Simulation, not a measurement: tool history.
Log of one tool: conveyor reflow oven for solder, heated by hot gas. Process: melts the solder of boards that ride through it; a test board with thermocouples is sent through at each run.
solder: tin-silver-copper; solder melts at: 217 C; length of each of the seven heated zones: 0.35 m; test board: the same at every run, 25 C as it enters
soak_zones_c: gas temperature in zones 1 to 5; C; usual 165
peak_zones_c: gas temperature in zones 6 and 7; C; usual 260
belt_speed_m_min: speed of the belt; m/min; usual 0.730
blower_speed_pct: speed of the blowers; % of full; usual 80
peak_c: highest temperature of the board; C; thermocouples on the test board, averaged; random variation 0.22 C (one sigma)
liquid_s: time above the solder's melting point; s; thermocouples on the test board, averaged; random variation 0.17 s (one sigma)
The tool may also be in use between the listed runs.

{"run": 1, "hour": 0.0, "soak_zones_c": 165, "peak_zones_c": 260, "belt_speed_m_min": 0.73, "blower_speed_pct": 80, "peak_c": 243.2, "liquid_s": 35.5}
{"run": 2, "hour": 4.5, "soak_zones_c": 167, "peak_zones_c": 260, "belt_speed_m_min": 0.73, "blower_speed_pct": 80, "peak_c": 243.6, "liquid_s": 36.5}
{"run": 3, "hour": 13.8, "soak_zones_c": 167, "peak_zones_c": 260, "belt_speed_m_min": 0.73, "blower_speed_pct": 80, "peak_c": 243.4, "liquid_s": 36.1}
{"run": 4, "hour": 20.2, "soak_zones_c": 167, "peak_zones_c": 260, "belt_speed_m_min": 0.73, "blower_speed_pct": 80, "peak_c": 243.5, "liquid_s": 36.3}
{"run": 5, "hour": 28.3, "soak_zones_c": 167, "peak_zones_c": 260, "belt_speed_m_min": 0.73, "blower_speed_pct": 80, "peak_c": 242.9, "liquid_s": 35.7}
{"run": 6, "hour": 38.0, "soak_zones_c": 167, "peak_zones_c": 260, "belt_speed_m_min": 0.73, "blower_speed_pct": 80, "peak_c": 243.6, "liquid_s": 36.3}
{"run": 7, "hour": 43.1, "soak_zones_c": 167, "peak_zones_c": 260, "belt_speed_m_min": 0.73, "blower_speed_pct": 80, "peak_c": 243.5, "liquid_s": 35.9}
{"hour": 51.3, "done": "flux residue cleaned out of gas plates and filters"}
{"run": 8, "hour": 53.4, "soak_zones_c": 167, "peak_zones_c": 260, "belt_speed_m_min": 0.73, "blower_speed_pct": 69, "peak_c": 243.1, "liquid_s": 35.6}
{"run": 9, "hour": 60.3, "soak_zones_c": 167, "peak_zones_c": 260, "belt_speed_m_min": 0.73, "blower_speed_pct": 69, "peak_c": 243.1, "liquid_s": 35.7}
{"run": 10, "hour": 68.5, "soak_zones_c": 167, "peak_zones_c": 260, "belt_speed_m_min": 0.73, "blower_speed_pct": 69, "peak_c": 243.4, "liquid_s": 35.6}
{"hour": 73.1, "done": "belt drive overhauled, speed set with a stopwatch"}
{"run": 11, "hour": 81.8, "soak_zones_c": 167, "peak_zones_c": 260, "belt_speed_m_min": 0.73, "blower_speed_pct": 69, "peak_c": 242.8, "liquid_s": 35.7}
{"run": 12, "hour": 88.6, "soak_zones_c": 167, "peak_zones_c": 260, "belt_speed_m_min": 0.73, "blower_speed_pct": 69, "peak_c": 243.0, "liquid_s": 35.4}
{"run": 13, "hour": 93.7, "soak_zones_c": 167, "peak_zones_c": 260, "belt_speed_m_min": 0.73, "blower_speed_pct": 69, "peak_c": 242.9, "liquid_s": 35.6}
{"run": 14, "hour": 101.0, "soak_zones_c": 176, "peak_zones_c": 260, "belt_speed_m_min": 0.73, "blower_speed_pct": 69, "peak_c": 244.2, "liquid_s": 39.0}
{"run": 15, "hour": 105.7, "soak_zones_c": 176, "peak_zones_c": 260, "belt_speed_m_min": 0.73, "blower_speed_pct": 69, "peak_c": 244.5, "liquid_s": 39.2}
{"run": 16, "hour": 114.5, "soak_zones_c": 169, "peak_zones_c": 259, "belt_speed_m_min": 0.73, "blower_speed_pct": 70, "peak_c": 242.4, "liquid_s": 35.8}
{"run": 17, "hour": 120.4, "soak_zones_c": 165, "peak_zones_c": 275, "belt_speed_m_min": 0.73, "blower_speed_pct": 80, "peak_c": 257.0, "liquid_s": 43.7}

The next listed run, before its measurement:
{"hour": 130.3, "done": "belt drive overhauled, speed set with a stopwatch, once more"}
{"run": 18, "hour": 132.9, "soak_zones_c": 172, "peak_zones_c": 272, "belt_speed_m_min": 0.632, "blower_speed_pct": 80, "peak_c": "?", "liquid_s": "?"}

{"run 18": {"peak_c": 259.6, "liquid_s": 54.3}}
Without the tool's hidden state the same run would have given peak_c 260.7 C, liquid_s 55.0 s.
